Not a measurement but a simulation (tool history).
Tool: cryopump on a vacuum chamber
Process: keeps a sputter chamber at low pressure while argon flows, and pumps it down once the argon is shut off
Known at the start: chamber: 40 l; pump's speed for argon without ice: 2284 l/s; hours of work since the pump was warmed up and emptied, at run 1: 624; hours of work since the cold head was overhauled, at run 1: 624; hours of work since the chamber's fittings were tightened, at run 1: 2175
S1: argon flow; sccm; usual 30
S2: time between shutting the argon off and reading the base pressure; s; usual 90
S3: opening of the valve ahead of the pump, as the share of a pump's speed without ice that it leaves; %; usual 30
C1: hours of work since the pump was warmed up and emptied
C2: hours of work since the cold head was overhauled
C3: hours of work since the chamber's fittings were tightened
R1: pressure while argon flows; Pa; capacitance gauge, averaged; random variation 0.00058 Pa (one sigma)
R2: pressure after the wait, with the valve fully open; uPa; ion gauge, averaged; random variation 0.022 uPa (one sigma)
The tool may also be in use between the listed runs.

run	day	S1	S2	S3	C1	C2	C3	R1	R2
1	0.000	30	90	30	624	624	2175	0.0822	2.46
2	1.688	30	90	30	642	642	2193	0.0824	2.50
3	3.292	30	90	30	660	660	2210	0.0822	2.44
4	4.258	30	32	30	670	670	2221	0.0823	3.44
5	5.871	30	32	30	688	688	2238	0.0821	3.53
6	7.483	30	154	30	705	705	2256	0.0823	2.34
7	8.517	30	136	30	716	716	2267	0.0837	2.37
8	9.733	38	90	30	729	729	2280	0.1043	2.66
9	10.883	38	90	30	742	742	2292	0.1063	2.73
# day 12.104: leaking fittings of the chamber tightened, without venting
10	12.417	30	52	30	757	757	3	0.0834	1.14
11	14.021	32	94	28	775	775	21	0.0945	0.67
12	15.779	43	182	44	794	794	40	0.0868	0.48
13	16.879	25	90	20	805	805	51	0.0992	0.78
14	17.858	25	90	20	816	816	62	0.1011	0.83
15	19.400	42	90	44	833	833	79	0.0852	0.83
16	21.017	42	90	44	850	850	96	0.0856	0.86
# day 21.296: pump warmed up, emptied and cooled again
17	22.862	42	90	44	17	868	114	0.0717	0.80
18	23.733	42	62	51	26	877	123	0.0624	0.96

Hidden state or all else? Some run-to-run changes of R1, split into what the settings, what came in and random variation would give without the hidden state, and what is left for the hidden state (with any gauge scatter that isn't in both results):
The hidden state here: pump's speed, % of a pump's without ice; cold plate's temperature, K; leak into the chamber, uPa l/s; drift of the gauge itself on working_pa, %; drift of the gauge itself on base_upa, %.
Run 9 -> 10: S1 38 -> 30, S2 90 -> 52, leaking fittings of the chamber tightened, without venting. R1 -0.0229 Pa: hidden state -0.0021, all else -0.0208.
Run 16 -> 17: pump warmed up, emptied and cooled again. R1 -0.0139 Pa: hidden state -0.0143, all else +0.0004.

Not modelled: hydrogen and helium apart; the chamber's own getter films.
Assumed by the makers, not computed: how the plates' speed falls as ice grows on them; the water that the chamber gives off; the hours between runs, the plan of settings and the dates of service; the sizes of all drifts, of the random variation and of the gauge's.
